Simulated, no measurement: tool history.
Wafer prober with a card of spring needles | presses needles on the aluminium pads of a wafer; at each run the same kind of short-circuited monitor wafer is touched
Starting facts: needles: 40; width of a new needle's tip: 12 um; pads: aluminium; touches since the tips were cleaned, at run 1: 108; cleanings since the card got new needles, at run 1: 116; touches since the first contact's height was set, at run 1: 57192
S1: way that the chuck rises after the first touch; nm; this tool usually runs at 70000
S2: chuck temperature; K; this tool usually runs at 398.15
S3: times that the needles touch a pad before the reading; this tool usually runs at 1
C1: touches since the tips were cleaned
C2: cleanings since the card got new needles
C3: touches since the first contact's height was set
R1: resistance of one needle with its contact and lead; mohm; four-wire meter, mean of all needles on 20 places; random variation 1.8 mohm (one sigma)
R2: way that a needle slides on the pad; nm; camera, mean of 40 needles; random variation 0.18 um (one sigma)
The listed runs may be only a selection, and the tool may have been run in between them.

Run 1, hour 0: usual settings; C1 108; C2 116; C3 57192. Result: R1 191 mohm, R2 18330 nm.
At hour 3.6: tips cleaned on abrasive film.
At hour 8: tips cleaned on abrasive film.
At hour 12.4: tips cleaned on abrasive film.
At hour 15.9: tips cleaned on abrasive film.
At hour 20.4: tips cleaned on abrasive film.
At hour 24.8: tips cleaned on abrasive film.
At hour 28.3: tips cleaned on abrasive film.
At hour 32.7: tips cleaned on abrasive film.
At hour 37.2: tips cleaned on abrasive film.
At hour 41.6: tips cleaned on abrasive film.
At hour 46: tips cleaned on abrasive film.
At hour 50.4: tips cleaned on abrasive film.
At hour 54.8: tips cleaned on abrasive film.
Run 2, hour 57.4: usual settings; C1 1370; C2 129; C3 87104. Result: R1 199 mohm, R2 17920 nm.
At hour 59.2: tips cleaned on abrasive film.
At hour 62.8: tips cleaned on abrasive film.
At hour 67.2: tips cleaned on abrasive film.
At hour 71.6: tips cleaned on abrasive film.
At hour 76: tips cleaned on abrasive film.
At hour 79.6: tips cleaned on abrasive film.
At hour 84: tips cleaned on abrasive film.
At hour 88.4: tips cleaned on abrasive film.
At hour 92.8: tips cleaned on abrasive film.
At hour 97.3: tips cleaned on abrasive film.
At hour 100.8: tips cleaned on abrasive film.
At hour 105.2: tips cleaned on abrasive film.
At hour 109.6: tips cleaned on abrasive film.
At hour 114.1: tips cleaned on abrasive film.
At hour 117.6: tips cleaned on abrasive film.
At hour 122: tips cleaned on abrasive film.
At hour 126.3: tips cleaned on abrasive film.
Run 3, hour 126.3: usual settings; C1 0; C2 146; C3 122923. Result: R1 191 mohm, R2 17320 nm.
At hour 130.7: tips cleaned on abrasive film.
At hour 135.1: tips cleaned on abrasive film.
At hour 139.5: tips cleaned on abrasive film.
At hour 143.1: tips cleaned on abrasive film.
At hour 147.5: tips cleaned on abrasive film.
At hour 151.1: tips cleaned on abrasive film.
At hour 154.6: tips cleaned on abrasive film.
At hour 159: tips cleaned on abrasive film.
Run 4, hour 162.4: usual settings; C1 1823; C2 154; C3 141779. Result: R1 203 mohm, R2 17400 nm.
At hour 163.4: tips cleaned on abrasive film.
At hour 167.8: tips cleaned on abrasive film.
At hour 172.2: tips cleaned on abrasive film.
At hour 175.8: tips cleaned on abrasive film.
At hour 180.2: tips cleaned on abrasive film.
At hour 184.6: tips cleaned on abrasive film.
At hour 189.1: tips cleaned on abrasive film.
At hour 192.6: tips cleaned on abrasive film.
At hour 197: tips cleaned on abrasive film.
Run 5, hour 199.8: usual settings but S1 89000 nm; C1 1462; C2 163; C3 161195. Result: R1 193 mohm, R2 22300 nm.
At hour 200.7: tips cleaned on abrasive film.
At hour 204.3: tips cleaned on abrasive film.
At hour 208.7: tips cleaned on abrasive film.
At hour 212.2: tips cleaned on abrasive film.
At hour 216.7: tips cleaned on abrasive film.
At hour 220.2: tips cleaned on abrasive film.
At hour 224.6: tips cleaned on abrasive film.
At hour 228.2: tips cleaned on abrasive film.
At hour 232.6: tips cleaned on abrasive film.
At hour 237: tips cleaned on abrasive film.
At hour 241.4: tips cleaned on abrasive film.
At hour 245: tips cleaned on abrasive film.
At hour 249.4: tips cleaned on abrasive film.
At hour 253: tips cleaned on abrasive film.
At hour 256.8: tips cleaned on abrasive film.
Run 6, hour 256.8: usual settings but S1 89000 nm; C1 0; C2 178; C3 190788. Result: R1 192 mohm, R2 21490 nm.
At hour 261.2: tips cleaned on abrasive film.
At hour 264.7: tips cleaned on abrasive film.
At hour 265: height of the first contact set anew.
At hour 269.5: tips cleaned on abrasive film.
At hour 273.9: tips cleaned on abrasive film.
At hour 278.3: tips cleaned on abrasive film.
At hour 281.8: tips cleaned on abrasive film.
At hour 286.3: tips cleaned on abrasive film.
At hour 289.8: tips cleaned on abrasive film.
At hour 294.2: tips cleaned on abrasive film.
At hour 297.8: tips cleaned on abrasive film.
At hour 302.2: tips cleaned on abrasive film.
At hour 306.6: tips cleaned on abrasive film.
At hour 311: tips cleaned on abrasive film.
At hour 314.6: tips cleaned on abrasive film.
Run 7, hour 316.9: usual settings but S1 89000 nm; C1 1230; C2 192; C3 27010. Result: R1 193 mohm, R2 23800 nm.
At hour 318.7: tips cleaned on abrasive film.
At hour 322.3: tips cleaned on abrasive film.
At hour 325.8: tips cleaned on abrasive film.
At hour 330.3: tips cleaned on abrasive film.
At hour 333.8: tips cleaned on abrasive film.
At hour 338.2: tips cleaned on abrasive film.
At hour 341.8: tips cleaned on abrasive film.
At hour 346.2: tips cleaned on abrasive film.
At hour 349.7: tips cleaned on abrasive film.
At hour 354.2: tips cleaned on abrasive film.
At hour 358.6: tips cleaned on abrasive film.
At hour 363: tips cleaned on abrasive film.
At hour 366.6: tips cleaned on abrasive film.
At hour 371: tips cleaned on abrasive film.
At hour 375.4: tips cleaned on abrasive film.
At hour 379.8: tips cleaned on abrasive film.
Run 8, hour 381.8: usual settings but S1 89000 nm; C1 1060; C2 208; C3 60756. Result: R1 196 mohm, R2 22850 nm.
At hour 383.6: tips cleaned on abrasive film.
At hour 387.2: tips cleaned on abrasive film.
At hour 390.7: tips cleaned on abrasive film.
At hour 395.1: tips cleaned on abrasive film.
At hour 398.7: tips cleaned on abrasive film.
At hour 403.1: tips cleaned on abrasive film.
At hour 407.5: tips cleaned on abrasive film.
At hour 411.1: tips cleaned on abrasive film.
At hour 415.5: tips cleaned on abrasive film.
At hour 419.1: tips cleaned on abrasive film.
At hour 422.6: tips cleaned on abrasive film.
Run 9, hour 423: usual settings but S1 89000 nm; C1 179; C2 219; C3 82113. Result: R1 192 mohm, R2 22830 nm.
At hour 426.5: tips cleaned on abrasive film.
At hour 430.1: tips cleaned on abrasive film.
At hour 433.6: tips cleaned on abrasive film.
At hour 438: tips cleaned on abrasive film.
At hour 442.5: tips cleaned on abrasive film.
At hour 446: tips cleaned on abrasive film.
At hour 450.4: tips cleaned on abrasive film.
At hour 454.8: tips cleaned on abrasive film.
At hour 459.3: tips cleaned on abrasive film.
At hour 463.7: tips cleaned on abrasive film.
At hour 468.1: tips cleaned on abrasive film.
At hour 472.5: tips cleaned on abrasive film.
At hour 476.9: tips cleaned on abrasive film.
At hour 481.3: tips cleaned on abrasive film.
At hour 485.8: tips cleaned on abrasive film.
At hour 489.3: tips cleaned on abrasive film.
Run 10, hour 491.6: usual settings but S1 64000 nm, S2 355.15 K, S3 3; C1 1211; C2 235; C3 117853. Result: R1 189 mohm, R2 15640 nm.

The next listed run, before its measurement:
At hour 493.4: tips cleaned on abrasive film.
At hour 497.8: tips cleaned on abrasive film.
At hour 502.2: tips cleaned on abrasive film.
At hour 505.8: tips cleaned on abrasive film.
At hour 510.2: tips cleaned on abrasive film.
At hour 514.6: tips cleaned on abrasive film.
At hour 519.1: tips cleaned on abrasive film.
At hour 522.6: tips cleaned on abrasive film.
At hour 527: tips cleaned on abrasive film.
At hour 530.6: tips cleaned on abrasive film.
At hour 535: tips cleaned on abrasive film.
Run 11, hour 535.4: usual settings but S1 64000 nm, S2 355.15 K, S3 3; C1 226; C2 246; C3 140637. Result: R1 ?, R2 ?.

Run 11 gave R1 190 mohm, R2 15270 nm.
Without the tool's hidden state the same run would have given R1 182 mohm, R2 17160 nm.

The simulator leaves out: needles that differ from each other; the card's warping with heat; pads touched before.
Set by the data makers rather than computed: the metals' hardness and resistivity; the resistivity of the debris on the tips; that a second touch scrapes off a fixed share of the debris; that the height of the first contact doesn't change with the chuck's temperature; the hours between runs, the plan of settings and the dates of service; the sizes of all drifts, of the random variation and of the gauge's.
